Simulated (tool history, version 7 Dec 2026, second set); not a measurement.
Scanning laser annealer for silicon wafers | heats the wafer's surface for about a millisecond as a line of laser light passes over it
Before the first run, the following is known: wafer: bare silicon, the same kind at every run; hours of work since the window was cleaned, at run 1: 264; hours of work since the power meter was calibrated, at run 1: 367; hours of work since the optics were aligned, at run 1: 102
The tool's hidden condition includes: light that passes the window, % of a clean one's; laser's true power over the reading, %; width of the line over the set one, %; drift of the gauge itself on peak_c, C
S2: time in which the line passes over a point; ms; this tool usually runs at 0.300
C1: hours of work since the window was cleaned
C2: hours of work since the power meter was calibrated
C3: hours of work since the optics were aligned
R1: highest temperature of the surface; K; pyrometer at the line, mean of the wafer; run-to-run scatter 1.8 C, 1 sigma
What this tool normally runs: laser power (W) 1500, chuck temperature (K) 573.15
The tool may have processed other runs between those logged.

run 1 hour=0.0 | laser_power_(W)=1500 S2=0.300 chuck_temperature_(K)=573.15 | C1=264 C2=367 C3=102 | R1=1330.15
run 2 hour=31.6 | laser_power_(W)=1500 S2=0.300 chuck_temperature_(K)=573.15 | C1=286 C2=389 C3=125 | R1=1328.15
run 3 hour=61.4 | laser_power_(W)=1558 S2=0.300 chuck_temperature_(K)=573.15 | C1=307 C2=410 C3=146 | R1=1367.15
run 4 hour=104.2 | laser_power_(W)=1558 S2=0.300 chuck_temperature_(K)=573.15 | C1=337 C2=440 C3=176 | R1=1371.15
run 5 hour=129.8 | laser_power_(W)=1558 S2=0.300 chuck_temperature_(K)=573.15 | C1=355 C2=458 C3=194 | R1=1364.15
run 6 hour=168.8 | laser_power_(W)=1558 S2=0.300 chuck_temperature_(K)=573.15 | C1=382 C2=486 C3=221 | R1=1366.15
run 7 hour=197.3 | laser_power_(W)=1558 S2=0.310 chuck_temperature_(K)=573.15 | C1=402 C2=506 C3=241 | R1=1375.15
run 8 hour=219.8 | laser_power_(W)=1558 S2=0.310 chuck_temperature_(K)=573.15 | C1=418 C2=521 C3=257 | R1=1375.15
run 9 hour=245.0 | laser_power_(W)=1298 S2=0.300 chuck_temperature_(K)=573.15 | C1=436 C2=539 C3=274 | R1=1204.15
run 10 hour=262.4 | laser_power_(W)=1446 S2=0.285 chuck_temperature_(K)=605.15 | C1=448 C2=551 C3=287 | R1=1313.15
run 11 hour=294.1 | laser_power_(W)=1469 S2=0.300 chuck_temperature_(K)=549.15 | C1=470 C2=573 C3=309 | R1=1286.15
run 12 hour=334.1 | laser_power_(W)=1469 S2=0.300 chuck_temperature_(K)=594.15 | C1=498 C2=602 C3=337 | R1=1331.15
run 13 hour=356.8 | laser_power_(W)=1443 S2=0.332 chuck_temperature_(K)=547.15 | C1=514 C2=617 C3=353 | R1=1303.15
run 14 hour=377.6 | laser_power_(W)=1406 S2=0.264 chuck_temperature_(K)=585.15 | C1=529 C2=632 C3=367 | R1=1242.15
run 15 hour=420.7 | laser_power_(W)=1353 S2=0.264 chuck_temperature_(K)=541.15 | C1=559 C2=662 C3=398 | R1=1166.15
run 16 hour=440.7 | laser_power_(W)=1353 S2=0.264 chuck_temperature_(K)=541.15 | C1=573 C2=676 C3=412 | R1=1167.15

5 ways to go on from here, each from the tool as it stands after run 16. What would each give?
run A hour=464.0 | laser_power_(W)=1353 S2=0.249 chuck_temperature_(K)=541.15 | C1=589 C2=693 C3=428 | R1=?
run B hour=464.0 | laser_power_(W)=1629 S2=0.276 chuck_temperature_(K)=584.15 | C1=589 C2=693 C3=428 | R1=?
run C hour=464.0 | laser_power_(W)=1348 S2=0.235 chuck_temperature_(K)=594.15 | C1=589 C2=693 C3=428 | R1=?
run D hour=464.0 | laser_power_(W)=1616 S2=0.312 chuck_temperature_(K)=541.15 | C1=589 C2=693 C3=428 | R1=?
run E hour=464.0 | laser_power_(W)=1527 S2=0.300 chuck_temperature_(K)=546.15 | C1=589 C2=693 C3=428 | R1=?

run=A R1=1147.15
run=B R1=1384.15
run=C R1=1183.15
run=D R1=1385.15
run=E R1=1317.15
Take away the tool's hidden state, keep each run's random variation, and the runs would have read:
run=A R1=1148.15
run=B R1=1385.15
run=C R1=1184.15
run=D R1=1386.15
run=E R1=1317.15
